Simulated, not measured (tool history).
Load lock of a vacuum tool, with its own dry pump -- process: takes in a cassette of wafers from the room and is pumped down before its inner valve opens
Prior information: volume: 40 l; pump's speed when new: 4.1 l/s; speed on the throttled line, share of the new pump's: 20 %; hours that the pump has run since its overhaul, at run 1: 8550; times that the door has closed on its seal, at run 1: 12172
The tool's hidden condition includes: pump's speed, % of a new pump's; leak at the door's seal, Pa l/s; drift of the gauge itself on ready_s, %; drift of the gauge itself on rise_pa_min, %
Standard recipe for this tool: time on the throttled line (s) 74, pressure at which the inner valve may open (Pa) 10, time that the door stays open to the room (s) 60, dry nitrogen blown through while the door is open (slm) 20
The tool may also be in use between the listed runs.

| run | hour | time on the throttled line (s) | pressure at which the inner valve may open (Pa) | time that the door stays open to the room (s) | dry nitrogen blown through while the door is open (slm) | hours that the pump has run since its overhaul | times that the door has closed on its seal | incoming humidity of the room's air, % | time from the closed door until the inner valve may open (s) | rise of the pressure with all valves shut (Pa/min) |
|---|---|---|---|---|---|---|---|---|---|---|
| 1 | 0 | 74 | 10 | 60 | 20 | 8550 | 12172 | 43.2 | 150.9 | 0.029 |
| 2 | 145.1 | 74 | 10 | 60 | 20 | 8695 | 12578 | 42.2 | 152.4 | 0.023 |
| 3 | 267.1 | 74 | 10 | 60 | 20 | 8817 | 12921 | 46 | 151.6 | 0.027 |
| 4 | 381.9 | 74 | 10 | 60 | 20 | 8932 | 13243 | 42.2 | 150.9 | 0.024 |
| 5 | 459 | 74 | 10 | 173 | 20 | 9009 | 13459 | 46.4 | 151.1 | 0.039 |
| 6 | 604.6 | 74 | 10 | 173 | 5 | 9154 | 13867 | 42.9 | 151.2 | 0.05 |
| 7 | 747.7 | 74 | 10 | 173 | 5 | 9297 | 14268 | 49.9 | 149.5 | 0.06 |
| 8 | 810.2 | 74 | 15 | 173 | 5 | 9360 | 14444 | 45 | 146.8 | 0.052 |
| 9 | 959.2 | 76 | 18 | 45 | 43 | 9509 | 14861 | 44.1 | 145.5 | 0.019 |
| 10 | 1059.6 | 76 | 18 | 45 | 43 | 9609 | 15143 | 45.7 | 146.3 | 0.017 |
| 11 | 1208.8 | 76 | 13 | 105 | 43 | 9759 | 15561 | 46.3 | 150.8 | 0.02 |
| 12 | 1322.1 | 74 | 7 | 58 | 20 | 9872 | 15879 | 43.5 | 154.5 | 0.021 |
| 13 | 1415.4 | 74 | 7 | 37 | 13 | 9965 | 16141 | 47.1 | 154.1 | 0.027 |
| 14 | 1519.4 | 74 | 7 | 37 | 13 | 10069 | 16432 | 44.4 | 155.1 | 0.027 |
| 15 | 1667.9 | 74 | 19 | 75 | 13 | 10218 | 16849 | 45.5 | 144.2 | 0.03 |
| 16 | 1742.9 | 74 | 19 | 75 | 13 | 10293 | 17059 | 43.6 | 141.9 | 0.026 |

Each row is a separate what-if for the run after 16, all from the same tool condition, not one after another. Results?
| A | 1826.1 | 74 | 12 | 157 | 13 | 10376 | 17292 | 43.1 | ? | ? |
| B | 1826.1 | 74 | 10 | 96 | 20 | 10376 | 17292 | 46 | ? | ? |
| C | 1826.1 | 74 | 13 | 60 | 10 | 10376 | 17292 | 45.1 | ? | ? |
| D | 1826.1 | 74 | 7 | 43 | 18 | 10376 | 17292 | 45.5 | ? | ? |
| E | 1826.1 | 74 | 10 | 52 | 12 | 10376 | 17292 | 44 | ? | ? |

| run | time from the closed door until the inner valve may open (s) | rise of the pressure with all valves shut (Pa/min) |
|---|---|---|
| A | 150.3 | 0.034 |
| B | 149.6 | 0.024 |
| C | 145.4 | 0.036 |
| D | 153.9 | 0.028 |
| E | 149.1 | 0.025 |
With no hidden state in the tool, these same runs would have given:
| run | time from the closed door until the inner valve may open (s) | rise of the pressure with all valves shut (Pa/min) |
|---|---|---|
| A | 150.3 | 0.034 |
| B | 149.5 | 0.024 |
| C | 145.3 | 0.036 |
| D | 153.8 | 0.028 |
| E | 149.1 | 0.024 |
